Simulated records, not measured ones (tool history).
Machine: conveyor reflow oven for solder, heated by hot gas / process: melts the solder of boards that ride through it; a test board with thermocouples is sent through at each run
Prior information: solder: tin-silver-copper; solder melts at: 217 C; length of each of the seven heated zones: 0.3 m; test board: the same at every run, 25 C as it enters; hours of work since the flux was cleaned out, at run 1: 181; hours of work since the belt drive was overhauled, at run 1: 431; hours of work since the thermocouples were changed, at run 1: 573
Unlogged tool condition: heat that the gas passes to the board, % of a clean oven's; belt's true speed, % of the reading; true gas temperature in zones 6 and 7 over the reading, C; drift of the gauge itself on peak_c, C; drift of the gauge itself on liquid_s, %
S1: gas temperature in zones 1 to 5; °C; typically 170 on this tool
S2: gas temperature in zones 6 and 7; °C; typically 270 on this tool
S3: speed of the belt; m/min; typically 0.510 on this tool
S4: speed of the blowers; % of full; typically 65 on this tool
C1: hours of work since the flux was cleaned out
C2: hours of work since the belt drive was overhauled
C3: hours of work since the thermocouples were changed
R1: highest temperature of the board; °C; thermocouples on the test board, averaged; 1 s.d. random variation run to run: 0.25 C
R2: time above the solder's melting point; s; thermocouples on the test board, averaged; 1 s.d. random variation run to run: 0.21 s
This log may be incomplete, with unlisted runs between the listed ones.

run	hour	S1	S2	S3	S4	C1	C2	C3	R1	R2
1	0.0	170	270	0.510	65	181	431	573	253.4	53.2
2	52.2	170	270	0.510	65	219	469	610	253.5	53.3
3	84.3	170	270	0.510	65	242	493	634	253.1	53.0
4	136.3	170	270	0.510	65	280	530	671	253.4	53.0
5	172.9	170	270	0.510	65	306	557	698	253.2	53.0
6	213.8	170	270	0.510	65	336	586	728	252.6	52.8
7	243.6	170	274	0.510	65	358	608	749	256.1	55.0
8	267.5	170	274	0.510	65	375	625	766	256.0	55.6
9	302.8	170	270	0.510	65	400	651	792	252.2	52.8
# hour 341.8: flux residue cleaned out of gas plates and filters
10	358.7	170	270	0.510	65	12	688	829	254.0	53.9
11	403.8	170	276	0.510	65	45	720	862	258.8	57.5
12	434.3	170	276	0.510	65	67	743	884	258.9	56.9
# hour 469.9: thermocouples of zones 6 and 7 changed
13	477.8	170	276	0.510	65	97	773	6	261.2	57.8
14	531.8	170	276	0.510	65	136	812	45	260.3	57.7
15	567.1	170	276	0.510	65	162	837	70	259.8	57.8
16	615.5	170	276	0.510	65	197	872	105	260.4	57.9
17	643.8	170	276	0.510	65	217	893	126	260.1	58.1
18	670.8	170	282	0.510	57	237	913	146	263.2	59.7
19	706.6	170	282	0.510	57	263	938	172	263.6	59.0
20	750.8	170	264	0.510	69	295	971	204	249.2	51.4
21	780.8	172	279	0.545	65	317	992	225	260.0	54.6
22	829.6	172	279	0.545	65	352	1028	261	260.9	54.7
23	883.5	172	279	0.545	65	391	1067	300	259.9	54.0
# hour 904.5: belt drive overhauled, speed set with a stopwatch
24	914.9	161	279	0.433	65	411	8	320	264.8	67.0
# hour 942.7: flux residue cleaned out of gas plates and filters
25	957.6	170	277	0.510	79	11	35	347	263.5	58.4
26	1009.8	172	277	0.510	79	49	73	385	263.4	59.5
27	1062.1	179	276	0.472	86	87	111	423	266.0	68.0
28	1099.7	173	276	0.472	86	114	138	450	265.5	65.9
29	1145.2	173	276	0.472	86	147	171	483	265.0	65.9
30	1171.7	173	269	0.472	69	166	190	502	256.3	60.9

For each run, the measured value with the value that run would have given without the tool's hidden condition subtracted. The run-to-run variation is shared by both, the gauge scatter possibly not:
run	R1	R2
1	-1.4	-0.3
2	-1.5	-0.5
3	-1.6	-0.5
4	-1.7	-0.5
5	-1.8	-0.5
6	-1.9	-0.6
7	-2.0	-0.4
8	-2.2	-0.5
9	-2.2	-0.8
10	-1.0	+0.4
11	-1.0	+0.6
12	-1.1	+0.6
13	+0.2	+1.4
14	+0.1	+1.3
15	+0.0	+1.3
16	-0.2	+1.3
17	-0.2	+1.3
18	-0.1	+1.4
19	-0.3	+1.3
20	-0.5	+0.9
21	-0.6	+1.1
22	-0.8	+1.1
23	-0.9	+1.0
24	-1.8	-1.3
25	-0.5	-0.3
26	-0.6	-0.3
27	-0.8	-0.2
28	-0.9	-0.3
29	-1.0	-0.3
30	-1.0	-0.4

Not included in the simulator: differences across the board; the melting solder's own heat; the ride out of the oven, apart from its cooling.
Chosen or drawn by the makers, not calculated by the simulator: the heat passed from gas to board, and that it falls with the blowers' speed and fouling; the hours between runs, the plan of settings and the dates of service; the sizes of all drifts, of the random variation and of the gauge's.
